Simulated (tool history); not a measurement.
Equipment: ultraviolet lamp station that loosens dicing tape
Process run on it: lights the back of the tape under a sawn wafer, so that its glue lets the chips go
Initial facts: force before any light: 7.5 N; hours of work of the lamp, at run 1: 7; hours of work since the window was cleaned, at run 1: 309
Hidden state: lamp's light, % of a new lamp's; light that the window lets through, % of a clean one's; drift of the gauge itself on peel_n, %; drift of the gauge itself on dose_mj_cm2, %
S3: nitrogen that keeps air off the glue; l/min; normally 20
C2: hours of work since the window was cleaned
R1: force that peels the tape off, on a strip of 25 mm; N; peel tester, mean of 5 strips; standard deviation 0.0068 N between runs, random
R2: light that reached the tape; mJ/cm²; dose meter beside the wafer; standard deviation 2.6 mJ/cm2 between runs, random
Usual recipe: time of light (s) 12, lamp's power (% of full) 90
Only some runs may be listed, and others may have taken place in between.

{"run": 1, "day": 0.0, "time of light (s)": 12, "lamp's power (% of full)": 90, "S3": 20, "hours of work of the lamp": 7, "C2": 309, "R1": 0.251, "R2": 296}
{"run": 2, "day": 0.325, "time of light (s)": 12, "lamp's power (% of full)": 90, "S3": 20, "hours of work of the lamp": 12, "C2": 314, "R1": 0.233, "R2": 294}
{"run": 3, "day": 0.662, "time of light (s)": 12, "lamp's power (% of full)": 90, "S3": 20, "hours of work of the lamp": 17, "C2": 319, "R1": 0.237, "R2": 295}
{"run": 4, "day": 0.85, "time of light (s)": 10, "lamp's power (% of full)": 90, "S3": 20, "hours of work of the lamp": 20, "C2": 322, "R1": 0.338, "R2": 243}
{"run": 5, "day": 1.088, "time of light (s)": 10, "lamp's power (% of full)": 90, "S3": 9, "hours of work of the lamp": 24, "C2": 326, "R1": 0.594, "R2": 245}
{"run": 6, "day": 1.283, "time of light (s)": 10, "lamp's power (% of full)": 90, "S3": 9, "hours of work of the lamp": 27, "C2": 329, "R1": 0.619, "R2": 250}
{"run": 7, "day": 1.492, "time of light (s)": 14, "lamp's power (% of full)": 90, "S3": 20, "hours of work of the lamp": 30, "C2": 332, "R1": 0.199, "R2": 340}
{"run": 8, "day": 1.812, "time of light (s)": 12, "lamp's power (% of full)": 90, "S3": 20, "hours of work of the lamp": 35, "C2": 337, "R1": 0.246, "R2": 292}
{"run": 9, "day": 2.067, "time of light (s)": 11, "lamp's power (% of full)": 90, "S3": 20, "hours of work of the lamp": 39, "C2": 341, "R1": 0.288, "R2": 268}
{"run": 10, "day": 2.446, "time of light (s)": 11, "lamp's power (% of full)": 90, "S3": 20, "hours of work of the lamp": 45, "C2": 347, "R1": 0.284, "R2": 267}
{"run": 11, "day": 2.621, "time of light (s)": 12, "lamp's power (% of full)": 90, "S3": 28, "hours of work of the lamp": 48, "C2": 350, "R1": 0.217, "R2": 290}
{"run": 12, "day": 2.779, "time of light (s)": 12, "lamp's power (% of full)": 63, "S3": 20, "hours of work of the lamp": 50, "C2": 352, "R1": 0.469, "R2": 205}
{"run": 13, "day": 3.121, "time of light (s)": 12, "lamp's power (% of full)": 90, "S3": 10, "hours of work of the lamp": 55, "C2": 358, "R1": 0.415, "R2": 288}
{"run": 14, "day": 3.312, "time of light (s)": 12, "lamp's power (% of full)": 90, "S3": 10, "hours of work of the lamp": 58, "C2": 361, "R1": 0.418, "R2": 289}
{"run": 15, "day": 3.704, "time of light (s)": 12, "lamp's power (% of full)": 90, "S3": 9, "hours of work of the lamp": 64, "C2": 367, "R1": 0.436, "R2": 291}
{"run": 16, "day": 4.029, "time of light (s)": 12, "lamp's power (% of full)": 90, "S3": 20, "hours of work of the lamp": 70, "C2": 372, "R1": 0.255, "R2": 288}
{"run": 17, "day": 4.25, "time of light (s)": 12, "lamp's power (% of full)": 90, "S3": 20, "hours of work of the lamp": 73, "C2": 375, "R1": 0.254, "R2": 287}
{"run": 18, "day": 4.45, "time of light (s)": 12, "lamp's power (% of full)": 90, "S3": 13, "hours of work of the lamp": 76, "C2": 379, "R1": 0.329, "R2": 291}
{"run": 19, "day": 4.658, "time of light (s)": 12, "lamp's power (% of full)": 62, "S3": 20, "hours of work of the lamp": 79, "C2": 382, "R1": 0.501, "R2": 198}
{"run": 20, "day": 4.921, "time of light (s)": 12, "lamp's power (% of full)": 90, "S3": 20, "hours of work of the lamp": 84, "C2": 386, "R1": 0.26, "R2": 289}
{"run": 21, "day": 5.1, "time of light (s)": 12, "lamp's power (% of full)": 90, "S3": 20, "hours of work of the lamp": 86, "C2": 389, "R1": 0.259, "R2": 285}
{"run": 22, "day": 5.371, "time of light (s)": 12, "lamp's power (% of full)": 90, "S3": 20, "hours of work of the lamp": 91, "C2": 393, "R1": 0.265, "R2": 280}
{"run": 23, "day": 5.746, "time of light (s)": 10, "lamp's power (% of full)": 68, "S3": 29, "hours of work of the lamp": 96, "C2": 399, "R1": 0.468, "R2": 175}
{"run": 24, "day": 6.017, "time of light (s)": 9, "lamp's power (% of full)": 93, "S3": 20, "hours of work of the lamp": 101, "C2": 403, "R1": 0.421, "R2": 223}
{"run": 25, "day": 6.283, "time of light (s)": 15, "lamp's power (% of full)": 95, "S3": 7, "hours of work of the lamp": 105, "C2": 407, "R1": 0.333, "R2": 373}
{"run": 26, "day": 6.467, "time of light (s)": 17, "lamp's power (% of full)": 82, "S3": 16, "hours of work of the lamp": 108, "C2": 410, "R1": 0.208, "R2": 364}
{"run": 27, "day": 6.854, "time of light (s)": 12, "lamp's power (% of full)": 90, "S3": 7, "hours of work of the lamp": 114, "C2": 416, "R1": 0.565, "R2": 282}
{"run": 28, "day": 7.238, "time of light (s)": 12, "lamp's power (% of full)": 90, "S3": 7, "hours of work of the lamp": 120, "C2": 422, "R1": 0.587, "R2": 284}
{"run": 29, "day": 7.433, "time of light (s)": 10, "lamp's power (% of full)": 62, "S3": 27, "hours of work of the lamp": 123, "C2": 425, "R1": 0.63, "R2": 161}
{"run": 30, "day": 7.675, "time of light (s)": 11, "lamp's power (% of full)": 84, "S3": 6, "hours of work of the lamp": 127, "C2": 429, "R1": 0.91, "R2": 239}
{"day": 7.717, "done": "window cleaned of glue's vapour"}
{"run": 31, "day": 8.075, "time of light (s)": 12, "lamp's power (% of full)": 63, "S3": 7, "hours of work of the lamp": 133, "C2": 6, "R1": 1.154, "R2": 190}
{"run": 32, "day": 8.404, "time of light (s)": 12, "lamp's power (% of full)": 81, "S3": 28, "hours of work of the lamp": 138, "C2": 11, "R1": 0.284, "R2": 248}
{"run": 33, "day": 8.746, "time of light (s)": 10, "lamp's power (% of full)": 81, "S3": 18, "hours of work of the lamp": 143, "C2": 16, "R1": 0.507, "R2": 204}
{"run": 34, "day": 9.033, "time of light (s)": 12, "lamp's power (% of full)": 62, "S3": 16, "hours of work of the lamp": 148, "C2": 21, "R1": 0.643, "R2": 186}
{"day": 9.212, "done": "window cleaned of glue's vapour, once more"}
{"run": 35, "day": 9.242, "time of light (s)": 12, "lamp's power (% of full)": 62, "S3": 16, "hours of work of the lamp": 150, "C2": 0, "R1": 0.534, "R2": 207}
{"run": 36, "day": 9.4, "time of light (s)": 12, "lamp's power (% of full)": 62, "S3": 16, "hours of work of the lamp": 153, "C2": 3, "R1": 0.526, "R2": 208}
{"run": 37, "day": 9.633, "time of light (s)": 21, "lamp's power (% of full)": 90, "S3": 30, "hours of work of the lamp": 157, "C2": 7, "R1": 0.177, "R2": 528}
{"run": 38, "day": 9.996, "time of light (s)": 21, "lamp's power (% of full)": 90, "S3": 30, "hours of work of the lamp": 162, "C2": 12, "R1": 0.186, "R2": 526}
{"run": 39, "day": 10.3, "time of light (s)": 12, "lamp's power (% of full)": 64, "S3": 32, "hours of work of the lamp": 167, "C2": 17, "R1": 0.332, "R2": 212}
{"run": 40, "day": 10.629, "time of light (s)": 15, "lamp's power (% of full)": 90, "S3": 20, "hours of work of the lamp": 172, "C2": 22, "R1": 0.21, "R2": 376}
{"run": 41, "day": 10.912, "time of light (s)": 15, "lamp's power (% of full)": 63, "S3": 14, "hours of work of the lamp": 177, "C2": 27, "R1": 0.39, "R2": 256}
{"run": 42, "day": 11.25, "time of light (s)": 7, "lamp's power (% of full)": 90, "S3": 12, "hours of work of the lamp": 182, "C2": 32, "R1": 0.967, "R2": 177}

What will run 43 give?
{"run": 43, "day": 11.454, "time of light (s)": 8, "lamp's power (% of full)": 90, "S3": 14, "hours of work of the lamp": 185, "C2": 35, "R1": "?", "R2": "?"}

R1: 0.655 N
R2: 196 mJ/cm²
Take away the tool's hidden state, keep the run-to-run variation as it was, and the same run would have given R1 0.572 N, R2 210 mJ/cm².
